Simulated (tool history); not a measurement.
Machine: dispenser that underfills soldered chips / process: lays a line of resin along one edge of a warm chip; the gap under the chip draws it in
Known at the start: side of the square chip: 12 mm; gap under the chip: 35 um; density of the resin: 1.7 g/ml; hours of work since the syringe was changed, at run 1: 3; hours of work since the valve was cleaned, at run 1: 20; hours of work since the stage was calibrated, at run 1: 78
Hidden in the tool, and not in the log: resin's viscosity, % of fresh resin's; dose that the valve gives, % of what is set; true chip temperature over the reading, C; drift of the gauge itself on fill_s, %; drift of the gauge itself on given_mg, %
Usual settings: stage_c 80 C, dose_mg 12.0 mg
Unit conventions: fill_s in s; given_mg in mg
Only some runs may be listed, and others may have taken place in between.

| run | hour | stage_c | dose_mg | hours of work since the syringe was changed | hours of work since the valve was cleaned | hours of work since the stage was calibrated | fill_s | given_mg |
|---|---|---|---|---|---|---|---|---|
| 1 | 0.0 | 80 | 12.0 | 3 | 20 | 78 | 128.5 | 11.82 |
| 2 | 1.9 | 80 | 12.0 | 4 | 21 | 79 | 143.8 | 11.88 |
|  | 5.5 | new syringe of resin |
| 3 | 6.0 | 80 | 12.0 | 0 | 24 | 82 | 106.0 | 11.80 |
| 4 | 8.6 | 80 | 12.0 | 2 | 26 | 84 | 126.2 | 11.81 |
| 5 | 11.7 | 80 | 12.0 | 4 | 28 | 86 | 149.2 | 11.80 |
|  | 15.0 | new syringe of resin |
| 6 | 15.9 | 80 | 12.0 | 1 | 31 | 89 | 104.3 | 11.79 |
| 7 | 20.1 | 80 | 12.0 | 4 | 34 | 92 | 136.8 | 11.82 |
| 8 | 23.6 | 80 | 12.0 | 6 | 36 | 94 | 169.8 | 11.72 |
|  | 24.2 | new syringe of resin |
| 9 | 27.0 | 80 | 12.0 | 2 | 38 | 97 | 120.7 | 11.77 |
| 10 | 29.7 | 80 | 12.0 | 4 | 40 | 99 | 143.1 | 11.73 |
|  | 33.5 | new syringe of resin |
| 11 | 34.4 | 80 | 12.0 | 1 | 44 | 102 | 108.9 | 11.77 |
| 12 | 37.2 | 80 | 12.0 | 3 | 46 | 104 | 127.9 | 11.75 |
| 13 | 40.7 | 84 | 10.9 | 5 | 48 | 106 | 137.7 | 10.64 |
|  | 43.0 | new syringe of resin |
| 14 | 43.8 | 93 | 15.4 | 1 | 50 | 108 | 59.1 | 15.03 |
| 15 | 46.0 | 79 | 14.1 | 2 | 52 | 110 | 123.0 | 13.80 |
|  | 47.8 | dispensing valve cleaned and set on the balance |
| 16 | 49.4 | 73 | 15.1 | 4 | 1 | 111 | 183.9 | 15.06 |
|  | 53.2 | new syringe of resin |
| 17 | 54.2 | 73 | 15.1 | 1 | 4 | 115 | 141.7 | 15.09 |
| 18 | 58.1 | 70 | 10.4 | 3 | 7 | 117 | 220.1 | 10.33 |
| 19 | 60.5 | 70 | 10.4 | 5 | 9 | 119 | 251.8 | 10.32 |
|  | 62.6 | new syringe of resin |
| 20 | 64.3 | 70 | 10.4 | 1 | 11 | 122 | 184.1 | 10.38 |
| 21 | 66.7 | 66 | 12.7 | 3 | 13 | 123 | 241.0 | 12.65 |

For some of the steps in fill_s from one run to the next: how much would appear even if the tool had no hidden state, given the settings, what came in and random variation, and how much remains for the hidden state plus any gauge scatter that the measured result and the result without hidden state don't share?
Run 8 -> 9: new syringe of resin. fill_s -49.1 s: hidden state -49.6, all else +0.5.
Run 13 -> 14: stage_c 84 -> 93, dose_mg 10.9 -> 15.4, new syringe of resin. fill_s -78.6 s: hidden state -46.5, all else -32.1.
Run 17 -> 18: stage_c 73 -> 70, dose_mg 15.1 -> 10.4. fill_s +78.4 s: hidden state +46.0, all else +32.4.
Run 19 -> 20: new syringe of resin. fill_s -67.7 s: hidden state -69.7, all else +2.0.
